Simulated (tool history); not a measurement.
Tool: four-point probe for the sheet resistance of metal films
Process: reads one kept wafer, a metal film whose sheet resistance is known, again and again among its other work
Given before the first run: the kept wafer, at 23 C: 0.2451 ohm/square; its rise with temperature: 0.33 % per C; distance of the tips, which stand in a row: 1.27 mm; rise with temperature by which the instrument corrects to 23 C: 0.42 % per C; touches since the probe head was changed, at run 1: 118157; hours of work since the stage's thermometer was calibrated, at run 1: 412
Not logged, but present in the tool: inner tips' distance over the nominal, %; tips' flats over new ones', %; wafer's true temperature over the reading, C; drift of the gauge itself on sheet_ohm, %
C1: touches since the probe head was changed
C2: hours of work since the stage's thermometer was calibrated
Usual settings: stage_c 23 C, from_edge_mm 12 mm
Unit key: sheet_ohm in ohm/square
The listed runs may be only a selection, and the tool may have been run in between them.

{"run": 1, "hour": 0.0, "stage_c": 23, "from_edge_mm": 12, "C1": 118157, "C2": 412, "sheet_ohm": 0.249226}
{"run": 2, "hour": 85.5, "stage_c": 23, "from_edge_mm": 12, "C1": 122864, "C2": 477, "sheet_ohm": 0.249225}
{"run": 3, "hour": 139.2, "stage_c": 27, "from_edge_mm": 12, "C1": 125819, "C2": 518, "sheet_ohm": 0.248398}
{"hour": 167.5, "done": "new probe head fitted"}
{"run": 4, "hour": 199.7, "stage_c": 29, "from_edge_mm": 12, "C1": 1770, "C2": 564, "sheet_ohm": 0.244887}
{"run": 5, "hour": 240.0, "stage_c": 29, "from_edge_mm": 12, "C1": 3986, "C2": 594, "sheet_ohm": 0.244917}
{"run": 6, "hour": 322.4, "stage_c": 34, "from_edge_mm": 12, "C1": 8521, "C2": 657, "sheet_ohm": 0.243848}
{"run": 7, "hour": 377.7, "stage_c": 34, "from_edge_mm": 12, "C1": 11567, "C2": 699, "sheet_ohm": 0.243829}
{"hour": 382.7, "done": "stage's thermometer calibrated"}
{"run": 8, "hour": 435.4, "stage_c": 28, "from_edge_mm": 12, "C1": 14714, "C2": 40, "sheet_ohm": 0.245379}
{"run": 9, "hour": 508.4, "stage_c": 19, "from_edge_mm": 39, "C1": 18729, "C2": 96, "sheet_ohm": 0.246166}
{"run": 10, "hour": 590.9, "stage_c": 22, "from_edge_mm": 10, "C1": 23267, "C2": 159, "sheet_ohm": 0.247605}

Branching from run 10: 3 alternative next runs. What would each branch give?
{"hour": 617.1, "done": "stage's thermometer calibrated, once more"}
{"run": "A", "hour": 665.3, "stage_c": 22, "from_edge_mm": 10, "C1": 27338, "C2": 37, "sheet_ohm": "?"}
{"hour": 617.1, "done": "stage's thermometer calibrated, once more"}
{"run": "B", "hour": 665.3, "stage_c": 19, "from_edge_mm": 16, "C1": 27338, "C2": 37, "sheet_ohm": "?"}
{"hour": 617.1, "done": "stage's thermometer calibrated, once more"}
{"run": "C", "hour": 665.3, "stage_c": 26, "from_edge_mm": 10, "C1": 27338, "C2": 37, "sheet_ohm": "?"}

run=A sheet_ohm=0.247544
run=B sheet_ohm=0.246943
run=C sheet_ohm=0.24663
Take away the tool's hidden state, keep each run's random variation, and the runs would have read:
run=A sheet_ohm=0.247458
run=B sheet_ohm=0.246857
run=C sheet_ohm=0.246545
